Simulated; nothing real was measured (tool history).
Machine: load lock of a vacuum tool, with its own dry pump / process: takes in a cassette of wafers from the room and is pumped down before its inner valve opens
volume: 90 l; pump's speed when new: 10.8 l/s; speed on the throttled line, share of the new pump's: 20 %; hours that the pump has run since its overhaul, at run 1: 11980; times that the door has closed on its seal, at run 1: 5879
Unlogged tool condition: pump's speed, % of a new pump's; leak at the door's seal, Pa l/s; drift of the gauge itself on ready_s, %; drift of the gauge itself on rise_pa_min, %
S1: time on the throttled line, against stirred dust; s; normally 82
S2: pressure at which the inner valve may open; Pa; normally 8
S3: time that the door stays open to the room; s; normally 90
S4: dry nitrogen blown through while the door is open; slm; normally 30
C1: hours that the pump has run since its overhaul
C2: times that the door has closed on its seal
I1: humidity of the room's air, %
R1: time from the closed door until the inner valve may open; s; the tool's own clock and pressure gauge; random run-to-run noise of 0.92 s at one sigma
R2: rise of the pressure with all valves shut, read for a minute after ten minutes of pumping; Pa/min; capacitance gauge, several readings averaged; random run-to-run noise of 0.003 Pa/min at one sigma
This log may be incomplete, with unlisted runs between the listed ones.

run 1 hour=0.0 | S1=82 S2=8 S3=90 S4=30 | C1=11980 C2=5879 | I1=43.7 | R1=152.3 R2=0.054
run 2 hour=166.3 | S1=82 S2=13 S3=90 S4=30 | C1=12146 C2=6501 | I1=45.9 | R1=146.9 R2=0.053
run 3 hour=440.7 | S1=82 S2=13 S3=90 S4=30 | C1=12420 C2=7528 | I1=46.4 | R1=150.2 R2=0.057
run 4 hour=613.3 | S1=82 S2=14 S3=90 S4=30 | C1=12593 C2=8174 | I1=45.6 | R1=148.6 R2=0.063
run 5 hour=787.2 | S1=82 S2=14 S3=90 S4=30 | C1=12767 C2=8825 | I1=45.5 | R1=147.8 R2=0.064
run 6 hour=1081.4 | S1=82 S2=14 S3=90 S4=30 | C1=13061 C2=9926 | I1=41.0 | R1=147.6 R2=0.067
run 7 hour=1350.8 | S1=82 S2=14 S3=90 S4=30 | C1=13330 C2=10934 | I1=48.2 | R1=147.4 R2=0.074
run 8 hour=1477.9 | S1=57 S2=9 S3=116 S4=43 | C1=13458 C2=11409 | I1=44.5 | R1=132.1 R2=0.071
run 9 hour=1710.9 | S1=82 S2=9 S3=90 S4=17 | C1=13691 C2=12282 | I1=46.2 | R1=152.0 R2=0.089
run 10 hour=1883.5 | S1=75 S2=7 S3=90 S4=17 | C1=13863 C2=12927 | I1=44.7 | R1=150.0 R2=0.093

Each row is a separate what-if for the run after 10, all from the same tool condition, not one after another. Results?
run A hour=2150.3 | S1=44 S2=7 S3=163 S4=17 | C1=14130 C2=13926 | I1=44.6 | R1=? R2=?
run B hour=2150.3 | S1=82 S2=8 S3=160 S4=12 | C1=14130 C2=13926 | I1=44.6 | R1=? R2=?
run C hour=2150.3 | S1=82 S2=15 S3=90 S4=30 | C1=14130 C2=13926 | I1=43.6 | R1=? R2=?

run=A R1=127.5 R2=0.105
run=B R1=155.5 R2=0.105
run=C R1=148.7 R2=0.090
With the hidden condition removed and each run's random variation left untouched, the same runs would have given:
run=A R1=115.4 R2=0.052
run=B R1=144.8 R2=0.053
run=C R1=139.2 R2=0.037
